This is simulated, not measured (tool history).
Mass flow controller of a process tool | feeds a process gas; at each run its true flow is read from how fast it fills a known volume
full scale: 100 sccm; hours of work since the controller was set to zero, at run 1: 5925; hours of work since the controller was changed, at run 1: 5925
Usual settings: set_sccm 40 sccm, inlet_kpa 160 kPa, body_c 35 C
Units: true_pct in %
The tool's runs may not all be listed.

run	hour	set_sccm	inlet_kpa	body_c	hours of work since the controller was set to zero	hours of work since the controller was changed	true_pct
1	0.0	40	160	35	5925	5925	97.91
2	263.3	40	160	34	6126	6126	98.09
3	531.0	40	160	34	6331	6331	98.08
4	946.2	40	160	34	6648	6648	98.37
5	1206.7	19	160	35	6848	6848	97.91
6	1495.8	19	160	35	7069	7069	97.94
7	1821.7	19	160	35	7318	7318	98.12
8	2053.3	19	160	35	7495	7495	98.08
9	2319.5	19	160	35	7699	7699	98.09
10	2607.4	19	160	35	7919	7919	98.36
11	2820.7	40	164	35	8082	8082	98.69
12	3173.9	40	164	35	8352	8352	98.81
13	3527.9	40	164	35	8623	8623	98.97
# hour 3815.0: controller's zero set anew
14	3941.0	40	160	35	96	8938	99.07
15	4221.3	40	146	35	311	9153	99.18
16	4520.0	40	146	35	539	9381	99.42
17	4839.4	40	146	35	783	9625	99.38
18	5150.7	70	158	24	1021	9863	101.33
19	5360.0	70	158	24	1182	10023	101.25
20	5604.6	70	158	24	1369	10210	101.45
21	5934.6	15	208	28	1621	10463	99.82
22	6135.0	43	172	30	1774	10616	100.20
23	6387.6	40	183	35	1967	10809	99.65
24	6697.3	74	147	27	2204	11046	101.39
25	6909.3	74	147	27	2366	11208	101.46
26	7102.2	60	218	22	2514	11356	101.76
27	7330.6	35	160	35	2689	11530	100.01
28	7612.9	12	260	35	2904	11746	99.33
29	7882.4	40	246	30	3110	11952	100.48
30	8250.9	40	246	30	3392	12234	100.70

Measured less the same run without the tool's hidden state. The same run-to-run variation is in both; the gauge's scatter may not be:
The hidden state here: flow at rest that the sensor doesn't see, % of full scale; true flow over the shown one, %; drift of the gauge itself on true_pct, %.
run	true_pct
1	+0.00
2	+0.08
3	+0.15
4	+0.27
5	+0.32
6	+0.39
7	+0.49
8	+0.55
9	+0.63
10	+0.71
11	+0.80
12	+0.89
13	+0.99
14	+1.13
15	+1.21
16	+1.30
17	+1.39
18	+1.51
19	+1.56
20	+1.64
21	+1.69
22	+1.77
23	+1.83
24	+1.94
25	+2.00
26	+2.07
27	+2.09
28	+2.13
29	+2.25
30	+2.36
